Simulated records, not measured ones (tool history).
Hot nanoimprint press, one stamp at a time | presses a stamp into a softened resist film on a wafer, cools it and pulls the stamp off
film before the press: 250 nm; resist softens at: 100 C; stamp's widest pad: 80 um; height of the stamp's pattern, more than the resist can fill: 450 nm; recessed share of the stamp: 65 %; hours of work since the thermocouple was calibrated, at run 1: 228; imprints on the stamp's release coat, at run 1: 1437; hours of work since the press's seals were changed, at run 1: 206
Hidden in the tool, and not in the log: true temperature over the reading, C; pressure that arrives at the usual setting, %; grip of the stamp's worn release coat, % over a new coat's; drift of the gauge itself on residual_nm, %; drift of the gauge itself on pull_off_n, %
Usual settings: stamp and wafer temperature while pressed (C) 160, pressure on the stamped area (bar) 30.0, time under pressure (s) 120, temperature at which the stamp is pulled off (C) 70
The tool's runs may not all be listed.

run	day	stamp and wafer temperature while pressed (C)	pressure on the stamped area (bar)	time under pressure (s)	temperature at which the stamp is pulled off (C)	hours of work since the thermocouple was calibrated	imprints on the stamp's release coat	hours of work since the press's seals were changed	resist left under the stamp's widest pad (angstrom)	greatest force while the stamp is pulled off (N)
1	0.000	160	30.0	120	70	228	1437	206	1199	255
# day 0.733: stamp cleaned and given a new release coat
2	0.767	160	30.0	120	70	235	3	213	1208	212
3	1.233	160	30.0	120	70	241	39	219	1204	202
4	1.592	170	30.0	120	70	246	68	224	652	204
5	2.008	170	30.0	120	70	251	100	230	642	214
6	2.283	161	30.0	120	70	255	122	234	1141	207
7	2.746	160	21.9	120	70	261	158	240	1389	207
8	3.238	161	30.0	120	70	268	197	247	1141	220
9	3.588	161	30.0	120	70	273	224	251	1151	216
10	3.925	161	30.0	120	70	277	250	256	1143	214
11	4.217	161	30.0	78	67	281	273	260	1334	235
12	4.521	160	31.8	120	63	286	297	264	1192	248
# day 4.679: plate thermocouple calibrated
13	5.158	160	30.0	120	62	7	337	271	1213	247
14	5.450	166	30.0	120	74	10	360	275	852	217
15	5.846	149	30.0	120	74	16	391	280	2051	213
# day 6.275: plate thermocouple calibrated, once more
16	6.412	149	30.0	120	74	2	426	286	1999	212
17	6.688	149	30.0	120	74	6	447	290	2015	211
18	7.000	162	30.4	145	77	10	472	294	961	199

4 ways to go on from here, each from the tool as it stands after run 18. What would each give?
A	7.417	169	30.4	109	65	15	504	300	?	?
B	7.417	162	40.1	158	72	15	504	300	?	?
C	7.417	163	30.0	120	61	15	504	300	?	?
D	7.417	151	30.4	145	61	15	504	300	?	?

run	resist left under the stamp's widest pad (angstrom)	greatest force while the stamp is pulled off (N)
A	697	242
B	809	232
C	990	252
D	1769	257
Without the tool's hidden state the same runs would have given:
run	resist left under the stamp's widest pad (angstrom)	greatest force while the stamp is pulled off (N)
A	683	224
B	789	214
C	971	233
D	1748	238

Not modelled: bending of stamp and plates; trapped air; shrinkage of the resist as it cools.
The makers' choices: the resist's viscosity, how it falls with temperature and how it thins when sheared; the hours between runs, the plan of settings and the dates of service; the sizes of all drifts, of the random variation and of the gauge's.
